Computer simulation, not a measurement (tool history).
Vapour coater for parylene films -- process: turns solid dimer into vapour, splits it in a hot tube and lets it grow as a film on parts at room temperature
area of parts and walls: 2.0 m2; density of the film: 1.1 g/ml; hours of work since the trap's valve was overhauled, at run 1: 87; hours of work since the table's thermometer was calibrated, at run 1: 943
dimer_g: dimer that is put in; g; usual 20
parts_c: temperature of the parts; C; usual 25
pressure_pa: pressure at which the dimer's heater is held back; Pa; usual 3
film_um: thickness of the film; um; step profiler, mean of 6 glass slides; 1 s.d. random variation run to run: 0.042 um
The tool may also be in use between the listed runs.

run,day,dimer_g,parts_c,pressure_pa,hours of work since the trap's valve was overhauled,hours of work since the table's thermometer was calibrated,film_um
1,0,20,25,3,87,943,5.31
2,1.967,20,26,3,115,971,5.15
3,3.442,20,26,3,136,992,5.09
4,4.75,20,25,3,155,1011,5.32
5,6.2,20,25,3.37,176,1031,5.22
6,7.679,34,25,3.37,197,1053,8.73
7,10.033,20,25,3,231,1086,5.14
8,12.612,16,25,3,268,1123,4.1
9,13.942,20,31,3,287,1143,4.3
10,15.446,13,25,3,308,1164,3.33
11,17.492,13,25,3,338,1193,3.29
12,18.629,28,25,3,354,1210,7.17
13,20.171,28,17,3,376,1232,9.03
14,21.271,20,25,3,392,1248,5.12
15,22.879,12,25,6.58,415,1271,2.89
16,25.254,12,17,8.15,449,1305,3.63
17,27.083,12,17,8.15,475,1331,3.58
# day 29.675: trap's valve overhauled
18,29.796,12,17,8.15,2,1368,3.77
19,31.012,12,17,8.15,19,1385,3.72
20,32.333,12,17,8.15,38,1404,3.65
21,33.996,9,21,4.85,62,1428,2.54
22,36.417,9,21,4.85,97,1463,2.53
23,37.758,9,37,2.11,116,1482,1.67
24,40.179,11,33,5.24,151,1517,2.2
25,42.712,10,21,5.74,187,1553,2.78
26,43.792,16,25,3.2,203,1568,4.06
27,46.162,16,25,5.52,237,1602,3.97

Each row is a separate what-if for the run after 27, all from the same tool condition, not one after another. Results?
A,48.408,20,19,2.53,269,1635,?
B,48.408,20,25,8.44,269,1635,?
C,48.408,27,29,3,269,1635,?
D,48.408,26,25,3,269,1635,?

run,film_um
A,6.17
B,4.77
C,6.15
D,6.69
The same runs, with their run-to-run variation unchanged, on a tool lacking any hidden condition would have given:
run,film_um
A,6.57
B,5.07
C,6.54
D,7.12

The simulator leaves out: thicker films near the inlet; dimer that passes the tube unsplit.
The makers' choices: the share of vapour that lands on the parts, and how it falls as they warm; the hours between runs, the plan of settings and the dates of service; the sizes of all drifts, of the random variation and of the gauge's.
